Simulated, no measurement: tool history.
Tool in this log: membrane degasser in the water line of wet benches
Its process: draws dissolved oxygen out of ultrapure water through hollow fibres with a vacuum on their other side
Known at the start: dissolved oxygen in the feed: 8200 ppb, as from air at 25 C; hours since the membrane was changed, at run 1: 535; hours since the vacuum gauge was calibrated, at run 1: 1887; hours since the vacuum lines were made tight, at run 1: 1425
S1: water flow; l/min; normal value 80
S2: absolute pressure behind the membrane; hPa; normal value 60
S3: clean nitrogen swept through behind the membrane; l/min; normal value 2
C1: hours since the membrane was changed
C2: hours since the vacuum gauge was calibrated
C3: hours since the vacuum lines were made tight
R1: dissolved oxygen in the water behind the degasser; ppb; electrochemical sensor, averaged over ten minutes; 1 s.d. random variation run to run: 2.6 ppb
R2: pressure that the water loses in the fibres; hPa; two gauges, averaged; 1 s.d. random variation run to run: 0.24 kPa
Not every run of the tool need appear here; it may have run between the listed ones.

| run | day | S1 | S2 | S3 | C1 | C2 | C3 | R1 | R2 |
|---|---|---|---|---|---|---|---|---|---|
| 1 | 0 | 80 | 60 | 2 | 535 | 1887 | 1425 | 256.9 | 624.1 |
| 2 | 3.383 | 80 | 60 | 2 | 616 | 1968 | 1507 | 260.6 | 626 |
| 3 | 6.367 | 80 | 60 | 2 | 688 | 2040 | 1578 | 260.8 | 627.6 |
| 4 | 7.812 | 80 | 89.8 | 2 | 722 | 2074 | 1613 | 477.9 | 622.7 |
| 5 | 10.433 | 80 | 41.1 | 2 | 785 | 2137 | 1676 | 113.9 | 625.4 |
| 6 | 13.267 | 57 | 60 | 2 | 853 | 2205 | 1744 | 179.7 | 447.2 |
| 7 | 15.825 | 80 | 60 | 2 | 915 | 2267 | 1805 | 258.7 | 625.8 |
| 8 | 19.279 | 80 | 60 | 2 | 998 | 2350 | 1888 | 262.9 | 630.3 |
|  | 19.529 | vacuum gauge calibrated |
| 9 | 21.908 | 83 | 47.9 | 1.3 | 1060 | 57 | 1951 | 223.5 | 650.3 |
| 10 | 24.554 | 83 | 47.9 | 1.3 | 1124 | 121 | 2014 | 221.6 | 649.6 |
| 11 | 26.942 | 80 | 115.3 | 1.24 | 1181 | 178 | 2071 | 938.5 | 629.7 |

What does the tool deliver on the next run?
| 12 | 28.958 | 80 | 115.3 | 1.24 | 1229 | 226 | 2120 | ? | ? |

R1: 928.7 ppb
R2: 628.6 hPa
Without the tool's hidden state the same run would have given R1 928.9 ppb, R2 621.7 hPa.
